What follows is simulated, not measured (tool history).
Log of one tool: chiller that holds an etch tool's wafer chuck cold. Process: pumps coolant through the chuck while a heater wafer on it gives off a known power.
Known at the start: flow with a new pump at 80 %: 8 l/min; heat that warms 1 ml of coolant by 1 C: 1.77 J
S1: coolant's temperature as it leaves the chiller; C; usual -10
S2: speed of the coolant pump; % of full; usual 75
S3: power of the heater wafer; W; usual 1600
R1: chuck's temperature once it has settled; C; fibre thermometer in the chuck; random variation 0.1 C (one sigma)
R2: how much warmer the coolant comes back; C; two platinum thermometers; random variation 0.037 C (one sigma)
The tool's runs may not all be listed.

Run 1, day 0: usual settings. Result: R1 4.7 C, R2 7.29 C.
Run 2, day 2.046: usual settings. Result: R1 4.6 C, R2 7.26 C.
Run 3, day 3.154: usual settings but S3 1295 W. Result: R1 1.9 C, R2 5.86 C.
Run 4, day 4.538: usual settings but S3 1295 W. Result: R1 1.8 C, R2 5.89 C.
Run 5, day 5.692: usual settings but S2 87 % of full. Result: R1 2.7 C, R2 6.17 C.
Run 6, day 6.775: usual settings but S2 87 % of full. Result: R1 2.9 C, R2 6.2 C.
Run 7, day 8.642: usual settings but S2 87 % of full. Result: R1 2.7 C, R2 6.08 C.
Run 8, day 9.692: usual settings but S2 87 % of full. Result: R1 2.9 C, R2 6.16 C.
Run 9, day 11.271: usual settings but S2 77 % of full. Result: R1 4.3 C, R2 7.04 C.
Run 10, day 12.371: usual settings but S3 2223 W. Result: R1 10.4 C, R2 9.99 C.
Run 11, day 14.438: usual settings but S3 2223 W. Result: R1 10.2 C, R2 9.94 C.
Run 12, day 16.229: usual settings but S3 1641 W. Result: R1 5.1 C, R2 7.36 C.
Run 13, day 17.696: usual settings but S1 -11 C. Result: R1 3.6 C, R2 7.14 C.
Run 14, day 19.288: usual settings but S1 -11 C. Result: R1 3.7 C, R2 7.09 C.
Run 15, day 20.821: usual settings but S1 -11 C. Result: R1 3.5 C, R2 7.16 C.
Run 16, day 22.233: usual settings but S1 -11 C. Result: R1 3.8 C, R2 7.2 C.
Run 17, day 23.75: usual settings but S1 -15 C, S2 92 % of full, S3 2340 W. Result: R1 2.8 C, R2 8.41 C.
Run 18, day 24.921: usual settings but S1 -15 C, S2 92 % of full, S3 2340 W. Result: R1 3.1 C, R2 8.34 C.
Run 19, day 26.542: usual settings but S1 -15 C, S2 96 % of full, S3 1486 W. Result: R1 -4.1 C, R2 5.1 C.
Run 20, day 28.342: usual settings but S1 -15 C, S2 96 % of full, S3 1486 W. Result: R1 -4 C, R2 4.99 C.
Run 21, day 29.371: usual settings but S1 -13 C, S2 62 % of full, S3 1082 W. Result: R1 -1.5 C, R2 5.82 C.
Run 22, day 31.392: usual settings but S1 -13 C, S2 77 % of full, S3 890 W. Result: R1 -5.2 C, R2 3.77 C.
Run 23, day 33.029: usual settings but S1 -13 C, S2 69 % of full, S3 2105 W. Result: R1 7.7 C, R2 10.27 C.
Run 24, day 34.733: usual settings but S1 -13 C, S2 97 % of full, S3 2105 W. Result: R1 2.5 C, R2 7.08 C.
Run 25, day 36.404: usual settings but S2 88 % of full, S3 855 W. Result: R1 -3.1 C, R2 3.02 C.
Run 26, day 38.4: usual settings but S2 88 % of full, S3 855 W. Result: R1 -3.1 C, R2 3.1 C.
Run 27, day 40.204: usual settings but S1 -4 C, S2 69 % of full, S3 1242 W. Result: R1 8.3 C, R2 5.94 C.
Run 28, day 41.412: usual settings but S1 -4 C, S2 69 % of full, S3 1242 W. Result: R1 8 C, R2 5.91 C.
Run 29, day 43.133: usual settings but S2 92 % of full, S3 2270 W. Result: R1 7.7 C, R2 8.05 C.

Forecast each of these 4 alternatives for the next run:
Run A, day 44.358: usual settings but S2 71 % of full. Result: R1 ?, R2 ?.
Run B, day 44.358: usual settings but S1 -7 C. Result: R1 ?, R2 ?.
Run C, day 44.358: usual settings but S1 -13 C, S2 86 % of full, S3 1888 W. Result: R1 ?, R2 ?.
Run D, day 44.358: usual settings but S1 -3 C, S3 2194 W. Result: R1 ?, R2 ?.

run   R1    R2
  A  5.3  7.45
  B  7.6  7.04
  C  2.3  7.19
  D   17  9.68
Without the tool's hidden state the same runs would have given:
run   R1    R2
  A  5.3   7.7
  B  7.6  7.29
  C  2.3  7.44
  D   17  9.93
